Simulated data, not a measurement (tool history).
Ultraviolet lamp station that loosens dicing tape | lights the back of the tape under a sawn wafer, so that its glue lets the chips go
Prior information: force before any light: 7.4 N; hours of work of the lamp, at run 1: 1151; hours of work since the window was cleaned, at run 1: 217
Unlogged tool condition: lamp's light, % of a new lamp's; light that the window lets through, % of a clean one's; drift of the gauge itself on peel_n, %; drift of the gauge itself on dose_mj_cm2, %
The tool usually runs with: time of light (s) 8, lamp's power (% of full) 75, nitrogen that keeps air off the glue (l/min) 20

run     day  time of light (s)  lamp's power (% of full)  nitrogen that keeps air off the glue (l/min)  hours of work of the lamp  hours of work since the window was cleaned  force that peels the tape off (N)  light that reached the tape (J/m2)
  1   0.000                  8                        75                                            20                       1151                                         217                              0.634                                5080
  2   2.496                  8                        63                                            20                       1181                                         247                              0.926                                4290
  3   4.242                  8                        63                                            20                       1202                                         268                              0.957                                4270
  4   5.988                  8                        63                                            20                       1224                                         290                              0.921                                4220
  5   8.233                  8                        75                                            11                       1251                                         317                              1.057                                5090
  6  11.054                  5                        75                                            20                       1285                                         351                              1.508                                3230
     12.375  -- window cleaned of glue's vapour
  7  12.979                  5                        75                                            20                       1308                                           7                              1.521                                3200
  8  15.871                  5                        75                                            20                       1343                                          42                              1.555                                3160
  9  17.204                  8                        75                                            20                       1359                                          59                              0.636                                5100
 10  18.596                  8                        81                                            20                       1376                                          75                              0.530                                5470
 11  20.329                  8                        81                                            20                       1397                                          96                              0.554                                5550
 12  22.067                  8                        81                                            20                       1418                                         118                              0.532                                5530
     24.654  -- lamp changed
 13  24.858                  8                        75                                            20                          2                                         151                              0.654                                5120
 14  27.333                  8                        75                                            27                         32                                         181                              0.489                                5080
 15  29.762                 11                        75                                            20                         62                                         210                              0.319                                7080
 16  31.929                 11                        75                                            20                         88                                         237                              0.324                                7040
 17  34.983                 11                        75                                            20                        125                                         274                              0.318                                7040
 18  37.429                  8                        87                                            20                        155                                         303                              0.458                                5930
 19  40.075                  8                        87                                            20                        187                                         335                              0.458                                5890
     42.696  -- window cleaned of glue's vapour
 20  42.696                 15                        72                                            12                        219                                           0                              0.278                                9240
 21  45.783                 15                        72                                            12                        256                                          37                              0.283                                9140
 22  47.883                 15                        91                                            12                        281                                          63                              0.172                               11690
 23  49.179                 15                        81                                            27                        297                                          79                              0.122                               10360
 24  51.562                  8                        81                                             8                        326                                         108                              1.216                                5470
 25  52.888                  8                        64                                            36                        342                                         124                              0.580                                4360
 26  55.604                  8                        88                                            33                        375                                         157                              0.305                                5990
 27  57.750                  7                        61                                            38                        401                                         183                              0.794                                3670
 28  60.317                  7                        61                                            38                        432                                         214                              0.810                                3620
 29  62.579                  8                        78                                            20                        460                                         241                              0.597                                5310
 30  64.183                  8                        75                                            29                        479                                         261                              0.453                                5130
 31  65.983                  8                        75                                            29                        501                                         282                              0.469                                5120
 32  68.292                 13                        66                                            29                        529                                         310                              0.212                                7310
 33  69.625                  8                        76                                            20                        545                                         327                              0.626                                5170
 34  71.625                  4                        65                                            20                        569                                         351                              2.481                                2230
     73.042  -- window cleaned of glue's vapour
 35  74.075                  4                        61                                            35                        599                                          13                              2.135                                2080
 36  76.692                  5                        63                                            34                        631                                          44                              1.493                                2680
 37  78.679                  5                        69                                            31                        655                                          68                              1.394                                2920
 38  80.721                  9                        67                                             8                        679                                          93                              1.373                                5160

Take each entry between the runs: how does the hidden state at the last listed run before it differ from the hidden state at the first listed run after it?
Runs 6 to 7: window cleaned of glue's vapour (day 12.375)
  nothing in the hidden state changes from one run to the other
Runs 12 to 13: lamp changed (day 24.654)
  lamp's light, % of a new lamp's: 99.8 -> 100
Runs 19 to 20: window cleaned of glue's vapour (day 42.696)
  nothing in the hidden state changes from one run to the other
Runs 34 to 35: window cleaned of glue's vapour (day 73.042)
  light that the window lets through, % of a clean one's: 99.9 -> 100
